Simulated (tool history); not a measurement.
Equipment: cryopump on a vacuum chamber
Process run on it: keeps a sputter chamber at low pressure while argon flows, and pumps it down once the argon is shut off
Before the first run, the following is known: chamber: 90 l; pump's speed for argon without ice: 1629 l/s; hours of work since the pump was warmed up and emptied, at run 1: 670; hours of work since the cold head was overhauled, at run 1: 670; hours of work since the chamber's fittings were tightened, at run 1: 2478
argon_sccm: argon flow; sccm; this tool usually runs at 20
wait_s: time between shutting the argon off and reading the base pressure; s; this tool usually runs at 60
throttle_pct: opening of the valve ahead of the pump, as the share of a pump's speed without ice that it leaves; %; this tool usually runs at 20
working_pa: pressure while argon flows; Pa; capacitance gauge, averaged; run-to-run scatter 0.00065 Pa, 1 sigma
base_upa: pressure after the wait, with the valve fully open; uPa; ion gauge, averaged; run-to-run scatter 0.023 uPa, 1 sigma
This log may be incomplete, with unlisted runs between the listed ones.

run,day,argon_sccm,wait_s,throttle_pct,hours of work since the pump was warmed up and emptied,hours of work since the cold head was overhauled,hours of work since the chamber's fittings were tightened,working_pa,base_upa
1,0.000,20,60,20,670,670,2478,0.1072,0.97
2,1.912,20,60,20,690,690,2498,0.1082,0.97
3,4.275,20,60,20,716,716,2523,0.1077,0.94
4,6.675,12,60,20,742,742,2549,0.0662,1.03
5,8.183,12,60,20,758,758,2565,0.0640,1.01
6,10.050,30,60,20,778,778,2585,0.1636,0.99
7,11.379,30,60,20,792,792,2600,0.1626,1.00
8,13.667,30,60,20,816,816,2624,0.1651,0.95
9,14.738,21,60,20,828,828,2636,0.1148,1.02
10,16.808,25,60,20,850,850,2658,0.1369,0.97
11,18.417,20,60,20,867,867,2675,0.1108,1.03
12,20.558,20,60,20,890,890,2698,0.1102,0.99
13,21.775,20,60,20,903,903,2711,0.1103,0.98
14,24.029,20,60,20,927,927,2735,0.1100,1.03
15,25.638,20,60,20,945,945,2752,0.1110,0.99
16,27.858,20,60,25,969,969,2776,0.0893,1.05
17,30.000,16,125,22,992,992,2799,0.0816,0.72
# day 31.258: pump warmed up, emptied and cooled again
18,31.438,20,90,48,2,1005,2812,0.0428,0.72
19,33.388,20,90,48,23,1026,2833,0.0436,0.69
20,34.792,20,90,48,38,1041,2848,0.0426,0.76
21,37.071,20,90,48,62,1065,2873,0.0449,0.74
22,38.962,20,90,48,83,1085,2893,0.0424,0.72
23,40.696,20,44,24,101,1104,2912,0.0874,1.17
24,42.358,20,60,42,119,1122,2929,0.0494,0.91
25,43.546,14,72,36,132,1134,2942,0.0414,0.81
26,44.767,17,84,33,145,1148,2955,0.0540,0.80
27,46.796,14,243,56,167,1169,2977,0.0263,0.49
28,49.108,14,243,56,191,1194,3002,0.0262,0.52
29,51.358,15,60,53,215,1218,3026,0.0304,0.96
30,52.771,9,190,20,231,1233,3041,0.0480,0.58
31,54.562,9,190,20,250,1253,3060,0.0484,0.55
32,56.196,9,190,20,267,1270,3078,0.0477,0.58

Below are 5 alternative next runs, each starting from the tool's condition after run 32. Predict each:
A,57.779,21,82,17,284,1287,3095,?,?
B,57.779,21,150,20,284,1287,3095,?,?
C,57.779,10,73,24,284,1287,3095,?,?
D,57.779,16,21,37,284,1287,3095,?,?
E,57.779,32,226,16,284,1287,3095,?,?

run,working_pa,base_upa
A,0.1304,0.78
B,0.1105,0.59
C,0.0435,0.84
D,0.0466,2.01
E,0.2099,0.53
Without the tool's unlogged condition, the same runs would have read:
run,working_pa,base_upa
A,0.1284,0.57
B,0.1085,0.38
C,0.0426,0.63
D,0.0451,1.80
E,0.2069,0.33
